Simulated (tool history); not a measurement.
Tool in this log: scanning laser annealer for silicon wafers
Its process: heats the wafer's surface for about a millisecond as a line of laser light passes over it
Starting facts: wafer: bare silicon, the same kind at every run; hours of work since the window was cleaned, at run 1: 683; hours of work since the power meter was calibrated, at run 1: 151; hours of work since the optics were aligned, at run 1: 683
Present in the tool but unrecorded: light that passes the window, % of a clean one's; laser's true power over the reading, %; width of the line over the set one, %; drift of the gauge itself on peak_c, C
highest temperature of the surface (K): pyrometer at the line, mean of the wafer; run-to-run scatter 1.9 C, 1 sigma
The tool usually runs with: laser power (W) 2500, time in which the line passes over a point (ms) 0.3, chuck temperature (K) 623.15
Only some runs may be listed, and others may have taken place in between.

run	hour	laser power (W)	time in which the line passes over a point (ms)	chuck temperature (K)	hours of work since the window was cleaned	hours of work since the power meter was calibrated	hours of work since the optics were aligned	highest temperature of the surface (K)
1	0	2500	0.3	623.15	683	151	683	1302.15
2	49.4	2500	0.3	623.15	721	188	721	1299.15
3	77.8	2500	0.249	623.15	742	210	742	1246.15
4	119.2	2500	0.249	623.15	774	242	774	1240.15
5	142.9	2500	0.249	623.15	792	260	792	1238.15
# hour 187.1: window over the wafer cleaned
6	191.1	2500	0.244	623.15	3	296	828	1227.15
7	220.3	2500	0.244	623.15	25	318	850	1225.15
8	250.9	2500	0.349	623.15	49	341	874	1330.15
9	300.9	2500	0.3	623.15	87	380	912	1278.15
# hour 348.9: optics aligned, line set to its width
10	349.3	2500	0.3	623.15	120	413	0	1293.15
# hour 384.2: window over the wafer cleaned, once more
11	395.3	2500	0.3	623.15	8	447	34	1353.15
12	433.6	2500	0.3	623.15	38	476	63	1351.15
13	458.1	2500	0.3	623.15	57	495	82	1353.15
14	501.7	2500	0.3	623.15	90	528	116	1350.15
15	541.3	2500	0.23	623.15	120	559	146	1265.15
16	571.3	2500	0.282	623.15	143	582	169	1320.15
17	599.2	2500	0.282	623.15	165	603	190	1323.15
18	646.5	2500	0.282	623.15	201	639	227	1320.15
19	683.3	2500	0.282	623.15	229	667	255	1319.15
20	733.7	2500	0.3	623.15	268	706	293	1334.15
21	770.9	2323	0.227	629.15	296	735	322	1200.15
22	799.4	2287	0.321	623.15	318	756	344	1273.15
23	841.3	2287	0.321	623.15	350	789	376	1274.15
24	890.1	2287	0.321	623.15	388	826	413	1267.15
25	917.3	2500	0.311	593.15	409	847	434	1307.15
26	943.2	2500	0.224	615.15	428	867	454	1229.15
27	985	2360	0.233	655.15	460	899	486	1232.15
28	1008.5	2672	0.3	656.15	478	917	504	1413.15
29	1059.9	2318	0.261	623.15	518	956	543	1212.15
30	1090.1	2318	0.261	623.15	541	979	567	1215.15
31	1120.5	2500	0.3	602.15	564	1003	590	1292.15
32	1160.8	2454	0.301	602.15	595	1033	621	1273.15
33	1209.9	2534	0.215	657.15	633	1071	658	1251.15
34	1253.8	2327	0.3	623.15	667	1105	692	1249.15
35	1290.9	2410	0.219	623.15	695	1133	720	1186.15
36	1331	2592	0.322	652.15	726	1164	751	1384.15
37	1370.5	2134	0.29	628.15	756	1194	781	1173.15
38	1413.5	2647	0.361	609.15	789	1227	814	1393.15
39	1442.6	2539	0.285	626.15	811	1249	837	1293.15
# hour 1462.8: window over the wafer cleaned
40	1486.5	2539	0.285	626.15	18	1282	869	1337.15

For some of the steps in highest temperature of the surface (K) from one run to the next: how much would appear even if the tool had no hidden state, given the settings, what came in and random variation, and how much remains for the hidden state plus any gauge scatter that the measured result and the result without hidden state don't share?
Run 10 -> 11: window over the wafer cleaned, once more. highest temperature of the surface (K) +60: hidden state +60, all else +0.
Run 28 -> 29: laser power (W) 2672 -> 2318, time in which the line passes over a point (ms) 0.3 -> 0.261, chuck temperature (K) 656.15 -> 623.15. highest temperature of the surface (K) -201: hidden state +7, all else -208.
Run 36 -> 37: laser power (W) 2592 -> 2134, time in which the line passes over a point (ms) 0.322 -> 0.29, chuck temperature (K) 652.15 -> 628.15. highest temperature of the surface (K) -211: hidden state +15, all else -226.
Run 37 -> 38: laser power (W) 2134 -> 2647, time in which the line passes over a point (ms) 0.29 -> 0.361, chuck temperature (K) 628.15 -> 609.15. highest temperature of the surface (K) +220: hidden state -26, all else +246.
Run 39 -> 40: window over the wafer cleaned. highest temperature of the surface (K) +44: hidden state +41, all else +3.
